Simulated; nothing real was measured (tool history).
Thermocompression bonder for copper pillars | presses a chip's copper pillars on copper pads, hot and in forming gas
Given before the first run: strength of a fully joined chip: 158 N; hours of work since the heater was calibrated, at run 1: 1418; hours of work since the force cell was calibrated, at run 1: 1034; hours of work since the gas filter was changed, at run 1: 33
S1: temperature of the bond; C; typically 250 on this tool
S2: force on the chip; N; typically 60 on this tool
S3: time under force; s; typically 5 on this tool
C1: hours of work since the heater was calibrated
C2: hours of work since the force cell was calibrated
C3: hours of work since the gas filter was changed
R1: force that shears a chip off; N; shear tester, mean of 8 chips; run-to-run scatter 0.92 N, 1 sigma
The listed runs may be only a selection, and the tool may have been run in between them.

run	hour	S1	S2	S3	C1	C2	C3	R1
1	0.0	250	60	5	1418	1034	33	79.6
# hour 10.2: heater calibrated with a thermocouple chip
2	33.7	221	60	5	11	1049	48	50.5
3	86.4	242	60	5	37	1075	74	71.1
4	115.7	227	60	5	51	1089	88	55.1
5	153.2	227	60	5	69	1107	106	56.9
6	188.3	227	60	5	86	1124	123	55.6
7	221.4	227	60	5	102	1140	139	54.8
# hour 236.3: forming gas filter changed
8	248.0	220	60	5	115	1153	6	48.1
9	280.4	220	60	5	130	1168	21	49.4
10	334.8	241	37	8	157	1194	48	51.9
11	371.0	241	49	6	174	1212	65	61.6
12	429.9	241	49	6	202	1240	94	61.6
13	489.0	256	40	5	231	1269	122	58.9
14	523.5	244	72	13	248	1286	139	113.0
# hour 540.4: forming gas filter changed
15	575.8	279	72	3	273	1311	17	109.4
16	601.8	279	72	3	285	1323	30	108.1
17	638.6	279	72	3	303	1341	47	112.4
18	663.2	279	74	6	315	1353	59	132.5

Alternative continuations, all from the tool just after run 18; predict every row:
A	713.0	250	60	4	339	1377	83	?
B	713.0	249	86	6	339	1377	83	?
C	713.0	270	74	7	339	1377	83	?

run	R1
A	74.5
B	109.1
C	127.5
Had the tool no hidden state, the same runs would have come out as:
run	R1
A	74.8
B	109.4
C	127.8
